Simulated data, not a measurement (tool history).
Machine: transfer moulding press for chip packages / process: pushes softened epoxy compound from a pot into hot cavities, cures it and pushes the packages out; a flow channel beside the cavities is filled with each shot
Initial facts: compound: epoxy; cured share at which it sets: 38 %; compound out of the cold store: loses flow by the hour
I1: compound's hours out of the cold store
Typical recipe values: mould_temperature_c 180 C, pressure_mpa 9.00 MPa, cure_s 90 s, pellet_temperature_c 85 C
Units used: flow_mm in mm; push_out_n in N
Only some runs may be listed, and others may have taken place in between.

run 1 hour=0.0 | mould_temperature_c=180 pressure_mpa=9.00 cure_s=90 pellet_temperature_c=85 | I1=14.4 | flow_mm=592 push_out_n=357
run 2 hour=8.5 | mould_temperature_c=180 pressure_mpa=9.00 cure_s=90 pellet_temperature_c=88 | I1=34.1 | flow_mm=542 push_out_n=351
run 3 hour=15.0 | mould_temperature_c=180 pressure_mpa=9.00 cure_s=74 pellet_temperature_c=85 | I1=32.1 | flow_mm=541 push_out_n=572
run 4 hour=27.5 | mould_temperature_c=180 pressure_mpa=9.00 cure_s=74 pellet_temperature_c=85 | I1=27.6 | flow_mm=555 push_out_n=617
run 5 hour=32.8 | mould_temperature_c=180 pressure_mpa=9.00 cure_s=74 pellet_temperature_c=85 | I1=45.1 | flow_mm=514 push_out_n=589
run 6 hour=40.3 | mould_temperature_c=180 pressure_mpa=9.00 cure_s=74 pellet_temperature_c=85 | I1=39.8 | flow_mm=528 push_out_n=605
run 7 hour=46.6 | mould_temperature_c=180 pressure_mpa=9.00 cure_s=90 pellet_temperature_c=85 | I1=14.4 | flow_mm=590 push_out_n=439
run 8 hour=56.6 | mould_temperature_c=180 pressure_mpa=9.00 cure_s=90 pellet_temperature_c=85 | I1=16.1 | flow_mm=581 push_out_n=443
run 9 hour=67.5 | mould_temperature_c=180 pressure_mpa=9.00 cure_s=77 pellet_temperature_c=85 | I1=21.9 | flow_mm=573 push_out_n=611
-- hour=74.2 plunger's sealing rings changed
-- hour=77.5 cavities cleaned with cleaning compound and waxed
run 10 hour=84.5 | mould_temperature_c=180 pressure_mpa=10.16 cure_s=90 pellet_temperature_c=85 | I1=17.3 | flow_mm=649 push_out_n=327
run 11 hour=97.5 | mould_temperature_c=180 pressure_mpa=10.16 cure_s=90 pellet_temperature_c=85 | I1=42.0 | flow_mm=587 push_out_n=334
run 12 hour=104.4 | mould_temperature_c=173 pressure_mpa=10.16 cure_s=90 pellet_temperature_c=85 | I1=37.8 | flow_mm=610 push_out_n=564
run 13 hour=112.0 | mould_temperature_c=173 pressure_mpa=10.16 cure_s=90 pellet_temperature_c=85 | I1=23.0 | flow_mm=646 push_out_n=585
run 14 hour=122.4 | mould_temperature_c=173 pressure_mpa=10.16 cure_s=90 pellet_temperature_c=85 | I1=32.1 | flow_mm=620 push_out_n=585
run 15 hour=131.7 | mould_temperature_c=180 pressure_mpa=9.00 cure_s=90 pellet_temperature_c=85 | I1=25.2 | flow_mm=590 push_out_n=416
run 16 hour=138.4 | mould_temperature_c=175 pressure_mpa=9.00 cure_s=78 pellet_temperature_c=85 | I1=37.9 | flow_mm=564 push_out_n=744
run 17 hour=144.7 | mould_temperature_c=180 pressure_mpa=7.06 cure_s=90 pellet_temperature_c=85 | I1=27.1 | flow_mm=519 push_out_n=432
run 18 hour=154.8 | mould_temperature_c=175 pressure_mpa=9.08 cure_s=79 pellet_temperature_c=87 | I1=35.1 | flow_mm=571 push_out_n=788
run 19 hour=162.7 | mould_temperature_c=180 pressure_mpa=9.00 cure_s=127 pellet_temperature_c=85 | I1=36.0 | flow_mm=559 push_out_n=320
-- hour=165.9 cavities cleaned with cleaning compound and waxed
run 20 hour=177.1 | mould_temperature_c=180 pressure_mpa=9.00 cure_s=127 pellet_temperature_c=85 | I1=45.1 | flow_mm=545 push_out_n=241
run 21 hour=188.3 | mould_temperature_c=180 pressure_mpa=9.00 cure_s=127 pellet_temperature_c=85 | I1=37.1 | flow_mm=564 push_out_n=259
run 22 hour=199.7 | mould_temperature_c=181 pressure_mpa=9.00 cure_s=76 pellet_temperature_c=85 | I1=41.1 | flow_mm=547 push_out_n=494
run 23 hour=206.1 | mould_temperature_c=187 pressure_mpa=9.00 cure_s=90 pellet_temperature_c=85 | I1=26.3 | flow_mm=572 push_out_n=311
run 24 hour=218.5 | mould_temperature_c=186 pressure_mpa=9.00 cure_s=79 pellet_temperature_c=87 | I1=33.6 | flow_mm=561 push_out_n=381
run 25 hour=226.0 | mould_temperature_c=174 pressure_mpa=9.00 cure_s=120 pellet_temperature_c=77 | I1=12.2 | flow_mm=628 push_out_n=374
run 26 hour=231.8 | mould_temperature_c=183 pressure_mpa=8.77 cure_s=90 pellet_temperature_c=85 | I1=27.2 | flow_mm=569 push_out_n=367
run 27 hour=244.0 | mould_temperature_c=183 pressure_mpa=8.77 cure_s=90 pellet_temperature_c=85 | I1=41.6 | flow_mm=530 push_out_n=367
-- hour=253.9 cavities cleaned with cleaning compound and waxed
run 28 hour=257.6 | mould_temperature_c=183 pressure_mpa=9.06 cure_s=90 pellet_temperature_c=76 | I1=46.7 | flow_mm=535 push_out_n=265
run 29 hour=264.1 | mould_temperature_c=183 pressure_mpa=9.06 cure_s=90 pellet_temperature_c=78 | I1=30.7 | flow_mm=572 push_out_n=294

Consider 3 possible next runs. They are alternatives, not a sequence: every one starts from the tool as it was left by run 29. What does each give?
run A hour=270.6 | mould_temperature_c=183 pressure_mpa=9.06 cure_s=77 pellet_temperature_c=78 | I1=15.2 | flow_mm=? push_out_n=?
run B hour=270.6 | mould_temperature_c=183 pressure_mpa=9.06 cure_s=90 pellet_temperature_c=81 | I1=21.4 | flow_mm=? push_out_n=?
run C hour=270.6 | mould_temperature_c=180 pressure_mpa=9.00 cure_s=83 pellet_temperature_c=85 | I1=35.0 | flow_mm=? push_out_n=?

run=A flow_mm=605 push_out_n=431
run=B flow_mm=586 push_out_n=314
run=C flow_mm=559 push_out_n=400
With the hidden condition removed and each run's random variation left untouched, the same runs would have given:
run=A flow_mm=617 push_out_n=335
run=B flow_mm=599 push_out_n=247
run=C flow_mm=571 push_out_n=313

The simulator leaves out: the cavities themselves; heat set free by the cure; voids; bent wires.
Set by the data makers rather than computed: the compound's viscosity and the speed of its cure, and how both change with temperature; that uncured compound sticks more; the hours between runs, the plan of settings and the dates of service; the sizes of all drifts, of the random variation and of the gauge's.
